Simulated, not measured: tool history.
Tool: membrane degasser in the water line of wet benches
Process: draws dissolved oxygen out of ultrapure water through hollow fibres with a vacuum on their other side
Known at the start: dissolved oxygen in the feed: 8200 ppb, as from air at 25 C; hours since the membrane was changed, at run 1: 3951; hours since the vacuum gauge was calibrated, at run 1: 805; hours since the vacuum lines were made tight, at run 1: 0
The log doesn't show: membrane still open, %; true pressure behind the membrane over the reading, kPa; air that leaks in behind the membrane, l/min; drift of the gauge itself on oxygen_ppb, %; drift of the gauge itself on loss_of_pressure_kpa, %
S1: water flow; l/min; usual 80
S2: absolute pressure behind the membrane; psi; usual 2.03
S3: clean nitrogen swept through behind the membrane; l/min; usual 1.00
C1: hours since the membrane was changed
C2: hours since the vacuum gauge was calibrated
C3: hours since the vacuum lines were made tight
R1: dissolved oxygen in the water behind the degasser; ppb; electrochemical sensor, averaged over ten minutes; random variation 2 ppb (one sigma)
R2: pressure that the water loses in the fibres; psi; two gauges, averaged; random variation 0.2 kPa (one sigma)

run      day   S1    S2    S3    C1    C2    C3      R1     R2
  1    0.000   80  2.03  1.00  3951   805     0  1324.1  6.575
  2    7.242   80  1.44  1.00  4125   979   174   880.2  6.560
  3   14.167   80  1.44  1.00  4291  1145   340   878.9  6.604
  4   22.512   86  1.44  1.00  4491  1345   540   928.3  7.149
  5   30.008   86  1.44  1.00  4671  1525   720   929.3  7.155
  6   38.121   86  4.13  1.00  4866  1720   915  2720.3  7.118
  7   45.450   86  4.13  1.00  5042  1896  1091  2721.7  7.124
  8   52.812   86  4.13  1.00  5219  2072  1268  2726.7  7.120
  9   57.733   80  2.03  1.83  5337  2190  1386   897.0  6.656
 10   62.733   80  2.03  1.83  5457  2310  1506   896.0  6.595
 11   69.950   80  2.03  1.83  5630  2484  1679   899.3  6.649
 12   79.054   80  2.03  1.70  5848  2702  1897   946.4  6.637
 13   85.375   80  2.03  1.70  6000  2854  2049   947.7  6.577
 14   90.879   80  4.15  1.00  6132  2986  2181  2627.3  6.682
 15   98.867  116  2.03  1.00  6324  3178  2373  1716.0  9.649
 16  103.871  107  2.03  1.00  6444  3298  2493  1619.6  8.844
 17  110.312   80  2.03  1.14  6599  3452  2648  1226.0  6.649
 18  117.812   80  2.03  1.14  6779  3632  2827  1228.0  6.640
 19  123.738   82  2.16  2.39  6921  3774  2970   817.2  6.860
 20  128.908   82  2.16  2.39  7045  3899  3094   818.3  6.886
 21  134.300   82  2.16  2.39  7174  4028  3223   819.2  6.834
 22  143.712   76  2.16  0.69  7400  4254  3449  1699.3  6.386
 23  147.950   74  1.89  0.47  7502  4356  3551  1754.1  6.182
 24  156.017   74  1.89  0.47  7696  4549  3744  1752.5  6.186
 25  161.942   74  1.89  0.47  7838  4691  3887  1757.2  6.197
 26  170.579   74  1.89  0.47  8045  4899  4094  1749.3  6.150
 27  175.783   74  1.89  0.97  8170  5024  4219  1185.6  6.197
     176.517  -- vacuum gauge calibrated
 28  183.229  119  1.90  1.58  8348   161  4397  1278.2  9.971
 29  189.529   56  1.90  2.10  8499   312  4548   550.7  4.680
 30  195.433   57  2.03  0.47  8641   454  4690  1641.5  4.775
 31  204.071   99  1.42  1.00  8848   661  4897  1019.9  8.264

Forecast each of these 4 alternatives for the next run:
  A  212.804   80  2.81  1.00  9058  871  5107   ?   ?
  B  212.804  124  3.18  1.37  9058  871  5107   ?   ?
  C  212.804   99  1.42  1.90  9058  871  5107   ?   ?
  D  212.804   50  1.97  0.95  9058  871  5107   ?   ?

run      R1      R2
  A  1849.9   6.682
  B  2308.8  10.321
  C   703.8   8.251
  D   946.2   4.212
Without the tool's hidden state the same runs would have given:
run      R1      R2
  A  1844.8   6.476
  B  2296.3  10.005
  C   690.5   7.997
  D   943.5   4.083
